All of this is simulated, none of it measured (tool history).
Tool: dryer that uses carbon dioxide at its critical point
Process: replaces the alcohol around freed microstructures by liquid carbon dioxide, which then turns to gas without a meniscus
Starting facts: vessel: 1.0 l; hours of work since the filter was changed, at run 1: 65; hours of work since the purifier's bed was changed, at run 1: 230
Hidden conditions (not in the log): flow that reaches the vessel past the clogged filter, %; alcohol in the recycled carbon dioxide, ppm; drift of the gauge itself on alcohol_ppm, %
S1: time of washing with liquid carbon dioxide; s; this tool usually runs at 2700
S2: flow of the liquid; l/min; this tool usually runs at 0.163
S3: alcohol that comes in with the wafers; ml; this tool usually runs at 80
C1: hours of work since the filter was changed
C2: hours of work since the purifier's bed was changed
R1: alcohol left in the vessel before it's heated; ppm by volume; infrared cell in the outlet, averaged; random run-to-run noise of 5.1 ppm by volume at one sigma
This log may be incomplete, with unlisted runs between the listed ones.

run	hour	S1	S2	S3	C1	C2	R1
1	0.0	2700	0.163	80	65	230	106
2	13.5	2700	0.163	80	70	235	102
3	22.2	2700	0.163	80	73	238	99
4	33.3	2700	0.163	80	77	242	111
5	47.1	2700	0.163	26	83	248	53
6	57.1	2700	0.163	26	86	251	58
7	64.1	2700	0.163	80	89	254	104
8	74.8	2700	0.163	80	93	258	115
9	83.1	2700	0.163	29	96	261	56
10	91.3	2700	0.163	29	99	264	62
11	99.1	2700	0.163	29	102	267	57
12	106.0	1800	0.163	80	105	270	877
13	117.5	1800	0.163	80	109	274	883
14	128.6	1800	0.163	80	114	279	901
15	136.3	1800	0.163	80	117	282	924
16	143.1	2700	0.122	80	119	284	609
17	153.7	2940	0.160	80	123	288	89
18	163.9	2940	0.160	80	127	292	97
19	173.2	2940	0.160	80	131	296	101
20	185.1	2940	0.160	80	135	300	92
21	197.9	2940	0.160	80	140	305	91
22	213.8	2940	0.160	80	146	311	98
23	227.9	2940	0.160	80	152	317	108
24	240.9	2400	0.150	80	157	322	399
25	252.8	2400	0.150	80	161	326	396
26	262.5	2280	0.163	93	165	330	371
27	273.1	2460	0.172	84	169	334	174
28	286.8	2400	0.172	29	174	339	98
29	293.9	2700	0.109	44	177	342	650
30	307.7	1980	0.136	32	182	347	632
31	319.2	1980	0.136	32	186	351	653

5 ways to go on from here, each from the tool as it stands after run 31. What would each give?
A	328.8	3540	0.136	32	190	355	?
B	328.8	2040	0.136	32	190	355	?
C	328.8	4020	0.209	39	190	355	?
D	328.8	2280	0.128	31	190	355	?
E	328.8	1980	0.176	32	190	355	?

run	R1
A	66
B	595
C	32
D	474
E	206
What these runs would have given with no unlogged condition in the tool:
run	R1
A	20
B	392
C	0
D	301
E	109
